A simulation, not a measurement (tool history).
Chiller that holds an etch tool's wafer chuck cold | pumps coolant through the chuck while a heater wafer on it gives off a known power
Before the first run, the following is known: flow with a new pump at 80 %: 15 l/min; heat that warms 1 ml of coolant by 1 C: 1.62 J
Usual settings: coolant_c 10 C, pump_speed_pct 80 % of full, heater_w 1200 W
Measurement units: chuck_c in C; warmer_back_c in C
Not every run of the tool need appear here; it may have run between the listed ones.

| run | hour | coolant_c | pump_speed_pct | heater_w | chuck_c | warmer_back_c |
|---|---|---|---|---|---|---|
| 1 | 0.0 | 10 | 80 | 1200 | 20.2 | 2.97 |
| 2 | 34.3 | 10 | 80 | 1200 | 20.0 | 2.95 |
| 3 | 61.2 | 18 | 80 | 1200 | 27.9 | 2.98 |
| 4 | 102.8 | 18 | 80 | 1200 | 28.0 | 2.99 |
| 5 | 148.1 | 18 | 80 | 1200 | 27.8 | 2.97 |
| 6 | 187.0 | 18 | 80 | 1200 | 28.0 | 2.97 |
| 7 | 214.4 | 18 | 80 | 1200 | 27.9 | 2.88 |
| 8 | 239.8 | 9 | 80 | 1200 | 19.1 | 2.99 |
| 9 | 286.9 | 10 | 80 | 1200 | 20.1 | 3.01 |
| 10 | 306.9 | 10 | 80 | 1200 | 20.3 | 3.01 |
| 11 | 352.2 | 10 | 80 | 1200 | 20.1 | 2.96 |
| 12 | 371.5 | 10 | 80 | 1200 | 20.0 | 2.97 |
| 13 | 416.6 | 10 | 79 | 1200 | 20.2 | 2.99 |
| 14 | 444.6 | 10 | 79 | 1200 | 20.3 | 3.03 |
| 15 | 478.8 | 10 | 79 | 1091 | 19.3 | 2.77 |
| 16 | 516.4 | 4 | 80 | 1200 | 13.9 | 2.94 |
| 17 | 557.5 | 18 | 80 | 1281 | 28.7 | 3.24 |
| 18 | 600.7 | 3 | 80 | 705 | 9.1 | 1.83 |
| 19 | 632.2 | 18 | 66 | 806 | 26.1 | 2.51 |
| 20 | 674.1 | 19 | 62 | 1460 | 34.4 | 4.75 |
| 21 | 705.6 | 3 | 96 | 1094 | 11.0 | 2.32 |
| 22 | 728.7 | 0 | 83 | 1049 | 8.5 | 2.51 |
| 23 | 754.4 | 5 | 80 | 986 | 13.3 | 2.53 |
| 24 | 775.0 | 10 | 73 | 740 | 16.8 | 2.00 |
| 25 | 797.6 | 10 | 75 | 603 | 15.4 | 1.60 |
| 26 | 839.0 | 20 | 92 | 1519 | 31.4 | 3.34 |
| 27 | 880.8 | 19 | 67 | 687 | 25.8 | 2.09 |
| 28 | 922.6 | 19 | 67 | 687 | 25.9 | 2.04 |
| 29 | 957.4 | 14 | 80 | 932 | 22.2 | 2.29 |
| 30 | 979.6 | 9 | 100 | 1445 | 19.3 | 2.90 |
| 31 | 1025.7 | 2 | 82 | 604 | 7.2 | 1.45 |
| 32 | 1070.7 | 0 | 80 | 773 | 6.8 | 1.89 |

Missing from the log above: 2 entries noted between runs. For each, name the pair of listed runs it sits between and say how the tool's hidden condition differs from the listed run just before to the listed run just after:
From run 17 to run 18: chiller's thermometer calibrated (hour 562.3)
  flow at a given pump speed, % of a new pump's: 98.6 -> 98.5; coolant's true temperature over the reading, C: 0.07 -> 0.1
  measured minus no-state result, chuck_c: +0.7 -> +0.5 C; warmer_back_c: +0.04 -> +0.03 C
From run 22 to run 23: chiller's thermometer calibrated, once more (hour 748.7)
  flow at a given pump speed, % of a new pump's: 98.3 -> 98.2; coolant's true temperature over the reading, C: 0.11 -> 0.03
  measured minus no-state result, chuck_c: +0.6 -> +0.6 C; warmer_back_c: +0.04 -> +0.04 C

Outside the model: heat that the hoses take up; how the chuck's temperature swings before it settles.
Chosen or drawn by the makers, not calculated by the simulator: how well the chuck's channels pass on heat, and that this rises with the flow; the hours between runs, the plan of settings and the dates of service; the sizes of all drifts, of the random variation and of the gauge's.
